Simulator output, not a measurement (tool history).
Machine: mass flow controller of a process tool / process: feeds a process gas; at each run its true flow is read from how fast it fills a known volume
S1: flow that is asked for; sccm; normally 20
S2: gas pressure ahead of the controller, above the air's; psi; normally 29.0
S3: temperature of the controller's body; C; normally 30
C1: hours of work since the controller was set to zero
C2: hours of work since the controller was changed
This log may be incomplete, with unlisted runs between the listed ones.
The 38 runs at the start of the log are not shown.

{"run": 39, "hour": 3634.9, "S1": 25, "S2": 31.6, "S3": 27, "C1": 1860, "C2": 1860, "true flow (%)": 98.26}
{"run": 40, "hour": 3698.3, "S1": 8, "S2": 37.7, "S3": 20, "C1": 1887, "C2": 1887, "true flow (%)": 96.6}
{"run": 41, "hour": 3833.7, "S1": 34, "S2": 23.2, "S3": 29, "C1": 1943, "C2": 1943, "true flow (%)": 99.29}
{"run": 42, "hour": 3960.8, "S1": 34, "S2": 30.6, "S3": 28, "C1": 1996, "C2": 1996, "true flow (%)": 98.84}
{"run": 43, "hour": 4079.7, "S1": 6, "S2": 25.1, "S3": 25, "C1": 2045, "C2": 2045, "true flow (%)": 97.27}
{"run": 44, "hour": 4204.5, "S1": 20, "S2": 20.7, "S3": 30, "C1": 2097, "C2": 2097, "true flow (%)": 98.46}
{"run": 45, "hour": 4260.0, "S1": 20, "S2": 20.7, "S3": 30, "C1": 2121, "C2": 2121, "true flow (%)": 98.49}
{"run": 46, "hour": 4380.1, "S1": 23, "S2": 24.8, "S3": 30, "C1": 2171, "C2": 2171, "true flow (%)": 98.52}
{"run": 47, "hour": 4484.2, "S1": 8, "S2": 24.8, "S3": 40, "C1": 2214, "C2": 2214, "true flow (%)": 97.75}
{"run": 48, "hour": 4583.3, "S1": 20, "S2": 39.0, "S3": 36, "C1": 2255, "C2": 2255, "true flow (%)": 97.99}
{"run": 49, "hour": 4649.2, "S1": 25, "S2": 32.3, "S3": 26, "C1": 2283, "C2": 2283, "true flow (%)": 98.24}

Forecast each of these 4 alternatives for the next run:
{"run": "A", "hour": 4748.0, "S1": 31, "S2": 29.2, "S3": 30, "C1": 2324, "C2": 2324, "true flow (%)": "?"}
{"run": "B", "hour": 4748.0, "S1": 20, "S2": 21.0, "S3": 31, "C1": 2324, "C2": 2324, "true flow (%)": "?"}
{"run": "C", "hour": 4748.0, "S1": 9, "S2": 30.2, "S3": 34, "C1": 2324, "C2": 2324, "true flow (%)": "?"}
{"run": "D", "hour": 4748.0, "S1": 45, "S2": 29.0, "S3": 30, "C1": 2324, "C2": 2324, "true flow (%)": "?"}

run=A true_flow_(%)=98.87
run=B true_flow_(%)=98.42
run=C true_flow_(%)=97.49
run=D true_flow_(%)=99.66
With no hidden state in the tool, these same runs would have given:
run=A true_flow_(%)=98.87
run=B true_flow_(%)=98.43
run=C true_flow_(%)=97.50
run=D true_flow_(%)=99.66
